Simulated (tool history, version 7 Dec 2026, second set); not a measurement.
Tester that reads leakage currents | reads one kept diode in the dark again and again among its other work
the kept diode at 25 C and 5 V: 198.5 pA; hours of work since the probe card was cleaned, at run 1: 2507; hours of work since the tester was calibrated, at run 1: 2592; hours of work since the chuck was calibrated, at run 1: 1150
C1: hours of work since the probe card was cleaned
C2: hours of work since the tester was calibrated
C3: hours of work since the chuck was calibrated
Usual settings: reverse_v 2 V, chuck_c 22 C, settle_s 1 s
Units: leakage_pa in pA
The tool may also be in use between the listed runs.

Run 1, hour 0: usual settings; C1 2507; C2 2592; C3 1150. Result: leakage_pa 98.81 pA.
At hour 71.9: probe card cleaned and baked.
Run 2, hour 93.8: usual settings but chuck_c 53 C; C1 13; C2 2644; C3 1202. Result: leakage_pa 836.21 pA.
Run 3, hour 163.9: usual settings but chuck_c 53 C; C1 52; C2 2684; C3 1242. Result: leakage_pa 841.01 pA.
Run 4, hour 280.5: usual settings but chuck_c 53 C; C1 119; C2 2750; C3 1308. Result: leakage_pa 844.8 pA.
Run 5, hour 411.2: usual settings but chuck_c 35 C; C1 193; C2 2825; C3 1383. Result: leakage_pa 257.84 pA.
Run 6, hour 542.7: usual settings but settle_s 1.06 s; C1 268; C2 2900; C3 1458. Result: leakage_pa 99.85 pA.
Run 7, hour 705.3: usual settings but settle_s 1.06 s; C1 361; C2 2993; C3 1551. Result: leakage_pa 100.88 pA.
At hour 843: chuck's temperature calibrated.
Run 8, hour 855.5: usual settings but settle_s 1.06 s; C1 445; C2 3077; C3 7. Result: leakage_pa 93.23 pA.
Run 9, hour 930.4: usual settings but reverse_v 1.84 V, settle_s 1.06 s; C1 488; C2 3120; C3 50. Result: leakage_pa 88.92 pA.
Run 10, hour 1082.6: usual settings but reverse_v 3.82 V, chuck_c 54 C, settle_s 4.86 s; C1 575; C2 3206; C3 137. Result: leakage_pa 1244.23 pA.
Run 11, hour 1209.9: usual settings but reverse_v 3.85 V, chuck_c 53 C, settle_s 5.15 s; C1 647; C2 3279; C3 209. Result: leakage_pa 1182.4 pA.
Run 12, hour 1369.6: usual settings but reverse_v 1.74 V, chuck_c 38 C, settle_s 2.47 s; C1 738; C2 3370; C3 300. Result: leakage_pa 278.55 pA.
Run 13, hour 1503.6: usual settings but reverse_v 1.74 V, chuck_c 44 C, settle_s 6.16 s; C1 815; C2 3446; C3 376. Result: leakage_pa 422.07 pA.
Run 14, hour 1638.5: usual settings but reverse_v 1.74 V, chuck_c 28 C, settle_s 0.38 s; C1 892; C2 3523; C3 453. Result: leakage_pa 139.63 pA.
Run 15, hour 1750.8: usual settings but reverse_v 2.06 V, chuck_c 35 C, settle_s 8.18 s; C1 956; C2 3587; C3 517. Result: leakage_pa 251.71 pA.
Run 16, hour 1884.2: usual settings but reverse_v 2.06 V, chuck_c 35 C, settle_s 8.18 s; C1 1032; C2 3663; C3 593. Result: leakage_pa 253.39 pA.
Run 17, hour 2024.6: usual settings but reverse_v 2.06 V, chuck_c 35 C, settle_s 8.18 s; C1 1112; C2 3743; C3 673. Result: leakage_pa 255.47 pA.
Run 18, hour 2110: usual settings but reverse_v 17.46 V, chuck_c 35 C, settle_s 9.3 s; C1 1160; C2 3792; C3 722. Result: leakage_pa 868.24 pA.

The same runs without the tool's hidden state, with the same run-to-run variation:
The hidden state here: stray current of the dirty probe card, pA a volt; current scale over the true one, %; true chuck temperature over the reading, C; drift of the gauge itself on leakage_pa, %.
run  leakage_pa
  1       93.89
  2       809.5
  3      812.74
  4      814.12
  5         246
  6       94.31
  7       94.77
  8       94.04
  9       89.48
 10     1251.43
 11     1185.67
 12      277.62
 13      419.61
 14      137.76
 15      247.96
 16      248.66
 17      249.74
 18      844.06

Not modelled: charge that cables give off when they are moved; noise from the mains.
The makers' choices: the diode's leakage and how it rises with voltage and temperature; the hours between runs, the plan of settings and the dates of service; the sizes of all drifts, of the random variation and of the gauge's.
